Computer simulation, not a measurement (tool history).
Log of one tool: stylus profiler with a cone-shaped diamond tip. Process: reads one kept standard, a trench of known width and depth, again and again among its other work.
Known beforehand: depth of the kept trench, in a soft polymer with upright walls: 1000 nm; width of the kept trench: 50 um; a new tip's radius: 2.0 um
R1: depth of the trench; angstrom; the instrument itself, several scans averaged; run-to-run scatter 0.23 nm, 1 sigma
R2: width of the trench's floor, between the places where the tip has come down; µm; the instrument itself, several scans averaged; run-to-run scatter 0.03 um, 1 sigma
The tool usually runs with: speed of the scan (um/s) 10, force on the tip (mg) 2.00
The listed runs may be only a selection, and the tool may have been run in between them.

{"run": 1, "hour": 0.0, "speed of the scan (um/s)": 10, "force on the tip (mg)": 2.0, "R1": 10083.1, "R2": 46.54}
{"run": 2, "hour": 46.2, "speed of the scan (um/s)": 10, "force on the tip (mg)": 0.85, "R1": 10049.4, "R2": 46.49}
{"run": 3, "hour": 94.1, "speed of the scan (um/s)": 10, "force on the tip (mg)": 2.4, "R1": 10098.6, "R2": 46.49}
{"run": 4, "hour": 147.4, "speed of the scan (um/s)": 10, "force on the tip (mg)": 2.4, "R1": 10101.1, "R2": 46.48}
{"run": 5, "hour": 196.7, "speed of the scan (um/s)": 5, "force on the tip (mg)": 2.0, "R1": 10085.8, "R2": 46.49}
{"run": 6, "hour": 257.5, "speed of the scan (um/s)": 5, "force on the tip (mg)": 2.0, "R1": 10089.7, "R2": 46.54}
{"run": 7, "hour": 326.1, "speed of the scan (um/s)": 5, "force on the tip (mg)": 2.0, "R1": 10086.8, "R2": 46.49}
{"run": 8, "hour": 374.5, "speed of the scan (um/s)": 5, "force on the tip (mg)": 2.0, "R1": 10084.6, "R2": 46.54}
{"run": 9, "hour": 453.7, "speed of the scan (um/s)": 5, "force on the tip (mg)": 2.0, "R1": 10088.5, "R2": 46.54}
{"run": 10, "hour": 505.2, "speed of the scan (um/s)": 5, "force on the tip (mg)": 2.0, "R1": 10084.3, "R2": 46.49}
{"run": 11, "hour": 556.2, "speed of the scan (um/s)": 4, "force on the tip (mg)": 2.0, "R1": 10084.4, "R2": 46.53}
{"run": 12, "hour": 631.4, "speed of the scan (um/s)": 4, "force on the tip (mg)": 2.0, "R1": 10087.5, "R2": 46.48}
{"run": 13, "hour": 703.7, "speed of the scan (um/s)": 10, "force on the tip (mg)": 2.0, "R1": 10087.2, "R2": 46.51}
{"run": 14, "hour": 763.9, "speed of the scan (um/s)": 10, "force on the tip (mg)": 4.26, "R1": 10139.8, "R2": 46.47}
{"hour": 794.8, "done": "new tip fitted, height scale calibrated"}
{"run": 15, "hour": 807.5, "speed of the scan (um/s)": 10, "force on the tip (mg)": 4.26, "R1": 10143.0, "R2": 46.53}
{"run": 16, "hour": 841.9, "speed of the scan (um/s)": 10, "force on the tip (mg)": 2.0, "R1": 10090.5, "R2": 46.55}
{"run": 17, "hour": 883.3, "speed of the scan (um/s)": 11, "force on the tip (mg)": 1.7, "R1": 10078.4, "R2": 46.52}
{"run": 18, "hour": 925.3, "speed of the scan (um/s)": 3, "force on the tip (mg)": 4.71, "R1": 10154.0, "R2": 46.5}
{"run": 19, "hour": 998.5, "speed of the scan (um/s)": 3, "force on the tip (mg)": 4.71, "R1": 10152.9, "R2": 46.52}
{"run": 20, "hour": 1047.1, "speed of the scan (um/s)": 3, "force on the tip (mg)": 0.81, "R1": 10046.0, "R2": 46.52}
{"run": 21, "hour": 1093.8, "speed of the scan (um/s)": 3, "force on the tip (mg)": 0.81, "R1": 10045.1, "R2": 46.55}
{"run": 22, "hour": 1175.0, "speed of the scan (um/s)": 21, "force on the tip (mg)": 2.0, "R1": 10087.2, "R2": 46.49}
{"run": 23, "hour": 1222.6, "speed of the scan (um/s)": 21, "force on the tip (mg)": 2.0, "R1": 10080.5, "R2": 46.47}
{"run": 24, "hour": 1292.4, "speed of the scan (um/s)": 21, "force on the tip (mg)": 2.0, "R1": 10084.2, "R2": 46.46}
{"run": 25, "hour": 1330.7, "speed of the scan (um/s)": 5, "force on the tip (mg)": 2.12, "R1": 10091.6, "R2": 46.53}
{"run": 26, "hour": 1372.4, "speed of the scan (um/s)": 5, "force on the tip (mg)": 2.12, "R1": 10090.9, "R2": 46.47}
{"run": 27, "hour": 1454.7, "speed of the scan (um/s)": 7, "force on the tip (mg)": 0.98, "R1": 10050.3, "R2": 46.47}
{"run": 28, "hour": 1522.8, "speed of the scan (um/s)": 5, "force on the tip (mg)": 2.93, "R1": 10109.0, "R2": 46.57}
{"run": 29, "hour": 1566.9, "speed of the scan (um/s)": 11, "force on the tip (mg)": 2.0, "R1": 10083.3, "R2": 46.49}
{"run": 30, "hour": 1641.7, "speed of the scan (um/s)": 3, "force on the tip (mg)": 3.13, "R1": 10114.7, "R2": 46.53}
{"run": 31, "hour": 1708.4, "speed of the scan (um/s)": 10, "force on the tip (mg)": 3.5, "R1": 10128.1, "R2": 46.51}

Below are 5 alternative next runs, each starting from the tool's condition after run 31. Predict each:
{"hour": 1743.0, "done": "new tip fitted, height scale calibrated"}
{"run": "A", "hour": 1772.4, "speed of the scan (um/s)": 9, "force on the tip (mg)": 1.03, "R1": "?", "R2": "?"}
{"hour": 1743.0, "done": "new tip fitted, height scale calibrated"}
{"run": "B", "hour": 1772.4, "speed of the scan (um/s)": 3, "force on the tip (mg)": 3.26, "R1": "?", "R2": "?"}
{"hour": 1743.0, "done": "new tip fitted, height scale calibrated"}
{"run": "C", "hour": 1772.4, "speed of the scan (um/s)": 28, "force on the tip (mg)": 3.5, "R1": "?", "R2": "?"}
{"hour": 1743.0, "done": "new tip fitted, height scale calibrated"}
{"run": "D", "hour": 1772.4, "speed of the scan (um/s)": 10, "force on the tip (mg)": 5.11, "R1": "?", "R2": "?"}
{"hour": 1743.0, "done": "new tip fitted, height scale calibrated"}
{"run": "E", "hour": 1772.4, "speed of the scan (um/s)": 15, "force on the tip (mg)": 1.63, "R1": "?", "R2": "?"}

run=A R1=10056.9 R2=46.51
run=B R1=10118.3 R2=46.56
run=C R1=10128.0 R2=46.49
run=D R1=10158.5 R2=46.51
run=E R1=10073.9 R2=46.55
With the hidden condition removed and each run's random variation left untouched, the same runs would have given:
run=A R1=10056.9 R2=46.51
run=B R1=10118.3 R2=46.56
run=C R1=10128.0 R2=46.49
run=D R1=10158.5 R2=46.51
run=E R1=10073.9 R2=46.55
